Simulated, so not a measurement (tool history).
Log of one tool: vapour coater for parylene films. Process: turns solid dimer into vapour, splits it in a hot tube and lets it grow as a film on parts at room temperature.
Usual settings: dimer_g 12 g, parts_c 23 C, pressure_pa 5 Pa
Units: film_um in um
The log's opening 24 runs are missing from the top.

| run | hour | dimer_g | parts_c | pressure_pa | hours of work since the trap's valve was overhauled | hours of work since the table's thermometer was calibrated | film_um |
|---|---|---|---|---|---|---|---|
| 25 | 1208.7 | 15 | 17 | 3.63 | 104 | 170 | 3.21 |
| 26 | 1266.9 | 15 | 17 | 3.63 | 149 | 215 | 3.21 |
| 27 | 1315 | 5 | 31 | 8.18 | 186 | 251 | 0.58 |
| 28 | 1344.9 | 21 | 31 | 7.58 | 209 | 274 | 2.51 |
| 29 | 1383.5 | 21 | 31 | 7.58 | 238 | 304 | 2.54 |
| 30 | 1416.6 | 21 | 31 | 7.58 | 263 | 329 | 2.55 |
| 31 | 1462.1 | 21 | 31 | 7.58 | 298 | 364 | 2.54 |
| 32 | 1520 | 21 | 31 | 9.68 | 342 | 408 | 2.4 |
| 33 | 1553.6 | 21 | 31 | 9.68 | 368 | 434 | 2.39 |
|  | 1573.6 | trap's valve overhauled |
| 34 | 1610.3 | 13 | 17 | 2.06 | 28 | 474 | 2.93 |
| 35 | 1638.7 | 13 | 17 | 2.06 | 50 | 496 | 2.92 |
| 36 | 1691.8 | 12 | 20 | 5 | 90 | 536 | 2.26 |
| 37 | 1729.3 | 20 | 20 | 5 | 119 | 565 | 3.72 |
| 38 | 1756.2 | 20 | 20 | 5 | 140 | 586 | 3.69 |
| 39 | 1785.7 | 7 | 27 | 3.95 | 162 | 608 | 1.03 |

Forecast each of these 5 alternatives for the next run:
| A | 1833.5 | 6 | 28 | 8.14 | 199 | 645 | ? |
| B | 1833.5 | 7 | 17 | 3.95 | 199 | 645 | ? |
| C | 1833.5 | 7 | 27 | 4.27 | 199 | 645 | ? |
| D | 1833.5 | 5 | 21 | 10.25 | 199 | 645 | ? |
| E | 1833.5 | 8 | 15 | 4.67 | 199 | 645 | ? |

| run | film_um |
|---|---|
| A | 0.81 |
| B | 1.51 |
| C | 1.04 |
| D | 0.83 |
| E | 1.83 |
Without the tool's hidden state the same runs would have given:
| run | film_um |
|---|---|
| A | 0.81 |
| B | 1.51 |
| C | 1.05 |
| D | 0.83 |
| E | 1.83 |
